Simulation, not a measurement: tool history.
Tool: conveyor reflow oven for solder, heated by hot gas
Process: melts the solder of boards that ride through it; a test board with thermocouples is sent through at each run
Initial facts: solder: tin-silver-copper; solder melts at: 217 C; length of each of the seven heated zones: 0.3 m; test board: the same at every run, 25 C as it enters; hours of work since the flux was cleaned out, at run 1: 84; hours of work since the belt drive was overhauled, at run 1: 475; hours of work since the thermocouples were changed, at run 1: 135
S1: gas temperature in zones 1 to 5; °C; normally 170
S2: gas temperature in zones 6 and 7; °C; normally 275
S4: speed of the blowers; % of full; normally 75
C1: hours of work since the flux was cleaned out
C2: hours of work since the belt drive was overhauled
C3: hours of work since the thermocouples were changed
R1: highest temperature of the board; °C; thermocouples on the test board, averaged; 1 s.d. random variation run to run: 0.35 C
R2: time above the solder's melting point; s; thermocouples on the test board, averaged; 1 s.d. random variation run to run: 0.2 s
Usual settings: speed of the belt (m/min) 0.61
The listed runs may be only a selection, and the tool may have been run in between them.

run 1 day=0 | S1=170 S2=275 speed_of_the_belt_(m/min)=0.61 S4=75 | C1=84 C2=475 C3=135 | R1=259.3 R2=46.7
run 2 day=0.733 | S1=168 S2=275 speed_of_the_belt_(m/min)=0.61 S4=75 | C1=97 C2=488 C3=148 | R1=258.2 R2=45.7
run 3 day=1.188 | S1=168 S2=275 speed_of_the_belt_(m/min)=0.61 S4=75 | C1=106 C2=496 C3=156 | R1=258.7 R2=45.8
run 4 day=1.646 | S1=168 S2=286 speed_of_the_belt_(m/min)=0.61 S4=75 | C1=114 C2=504 C3=164 | R1=267.9 R2=50.2
run 5 day=2.654 | S1=181 S2=275 speed_of_the_belt_(m/min)=0.61 S4=75 | C1=131 C2=522 C3=182 | R1=259.9 R2=50.3
run 6 day=3.512 | S1=181 S2=275 speed_of_the_belt_(m/min)=0.61 S4=75 | C1=147 C2=538 C3=197 | R1=259.3 R2=50.4
run 7 day=4.017 | S1=181 S2=275 speed_of_the_belt_(m/min)=0.61 S4=75 | C1=156 C2=547 C3=206 | R1=260.3 R2=50.6
run 8 day=4.858 | S1=181 S2=275 speed_of_the_belt_(m/min)=0.61 S4=75 | C1=171 C2=561 C3=221 | R1=259.4 R2=50.5
run 9 day=5.904 | S1=170 S2=275 speed_of_the_belt_(m/min)=0.61 S4=75 | C1=189 C2=580 C3=239 | R1=257.3 R2=45.9
run 10 day=6.358 | S1=170 S2=275 speed_of_the_belt_(m/min)=0.61 S4=75 | C1=197 C2=588 C3=247 | R1=257.8 R2=45.8
run 11 day=7.154 | S1=170 S2=275 speed_of_the_belt_(m/min)=0.61 S4=75 | C1=211 C2=602 C3=261 | R1=257.5 R2=45.9
run 12 day=7.617 | S1=170 S2=275 speed_of_the_belt_(m/min)=0.61 S4=75 | C1=219 C2=610 C3=270 | R1=257.3 R2=46.5
run 13 day=8.329 | S1=170 S2=275 speed_of_the_belt_(m/min)=0.61 S4=75 | C1=232 C2=623 C3=282 | R1=257.1 R2=46
run 14 day=8.846 | S1=170 S2=275 speed_of_the_belt_(m/min)=0.61 S4=56 | C1=241 C2=632 C3=291 | R1=250.6 R2=41.4
run 15 day=9.929 | S1=170 S2=275 speed_of_the_belt_(m/min)=0.61 S4=56 | C1=260 C2=651 C3=311 | R1=250.1 R2=41.1
run 16 day=10.383 | S1=170 S2=275 speed_of_the_belt_(m/min)=0.557 S4=56 | C1=268 C2=659 C3=319 | R1=253.7 R2=47.8
run 17 day=11.312 | S1=170 S2=275 speed_of_the_belt_(m/min)=0.557 S4=56 | C1=285 C2=676 C3=335 | R1=254.2 R2=48.6
run 18 day=11.812 | S1=170 S2=275 speed_of_the_belt_(m/min)=0.496 S4=56 | C1=294 C2=685 C3=344 | R1=258.8 R2=57.9
run 19 day=12.621 | S1=170 S2=275 speed_of_the_belt_(m/min)=0.496 S4=56 | C1=308 C2=699 C3=358 | R1=258.7 R2=57.6
-- day=13.533 flux residue cleaned out of gas plates and filters
run 20 day=13.692 | S1=170 S2=275 speed_of_the_belt_(m/min)=0.496 S4=56 | C1=3 C2=714 C3=373 | R1=261.4 R2=59.6
run 21 day=14.612 | S1=159 S2=275 speed_of_the_belt_(m/min)=0.542 S4=73 | C1=19 C2=730 C3=390 | R1=261.7 R2=52.1
run 22 day=15.433 | S1=168 S2=284 speed_of_the_belt_(m/min)=0.633 S4=80 | C1=34 C2=745 C3=404 | R1=267.2 R2=48.6
run 23 day=16.367 | S1=168 S2=284 speed_of_the_belt_(m/min)=0.633 S4=80 | C1=50 C2=762 C3=421 | R1=267.6 R2=48.3
run 24 day=17.254 | S1=181 S2=273 speed_of_the_belt_(m/min)=0.621 S4=68 | C1=66 C2=777 C3=437 | R1=256.9 R2=48.3
run 25 day=17.733 | S1=181 S2=273 speed_of_the_belt_(m/min)=0.621 S4=68 | C1=74 C2=786 C3=445 | R1=256.9 R2=47.9
run 26 day=18.417 | S1=157 S2=273 speed_of_the_belt_(m/min)=0.534 S4=68 | C1=86 C2=798 C3=457 | R1=257.8 R2=50.3
run 27 day=19.346 | S1=165 S2=265 speed_of_the_belt_(m/min)=0.534 S4=68 | C1=103 C2=814 C3=474 | R1=252.3 R2=48.6
run 28 day=19.988 | S1=165 S2=265 speed_of_the_belt_(m/min)=0.534 S4=68 | C1=114 C2=826 C3=485 | R1=251.7 R2=48.5
run 29 day=20.642 | S1=180 S2=265 speed_of_the_belt_(m/min)=0.652 S4=68 | C1=126 C2=837 C3=497 | R1=247.7 R2=40.4
run 30 day=21.504 | S1=156 S2=278 speed_of_the_belt_(m/min)=0.584 S4=55 | C1=141 C2=853 C3=512 | R1=253.1 R2=42
run 31 day=22.254 | S1=156 S2=282 speed_of_the_belt_(m/min)=0.573 S4=70 | C1=154 C2=866 C3=525 | R1=262.9 R2=48.9

Predict each of these 3 candidate next runs independently; none follows another, all start after run 31:
run A day=23.112 | S1=167 S2=275 speed_of_the_belt_(m/min)=0.61 S4=75 | C1=170 C2=881 C3=540 | R1=? R2=?
run B day=23.112 | S1=178 S2=285 speed_of_the_belt_(m/min)=0.591 S4=70 | C1=170 C2=881 C3=540 | R1=? R2=?
run C day=23.112 | S1=159 S2=282 speed_of_the_belt_(m/min)=0.573 S4=70 | C1=170 C2=881 C3=540 | R1=? R2=?

run=A R1=258.1 R2=46.1
run=B R1=268.9 R2=54.7
run=C R1=263.2 R2=49.7
What these runs would have given with no unlogged condition in the tool:
run=A R1=257.9 R2=45.6
run=B R1=268.4 R2=53.8
run=C R1=262.9 R2=49
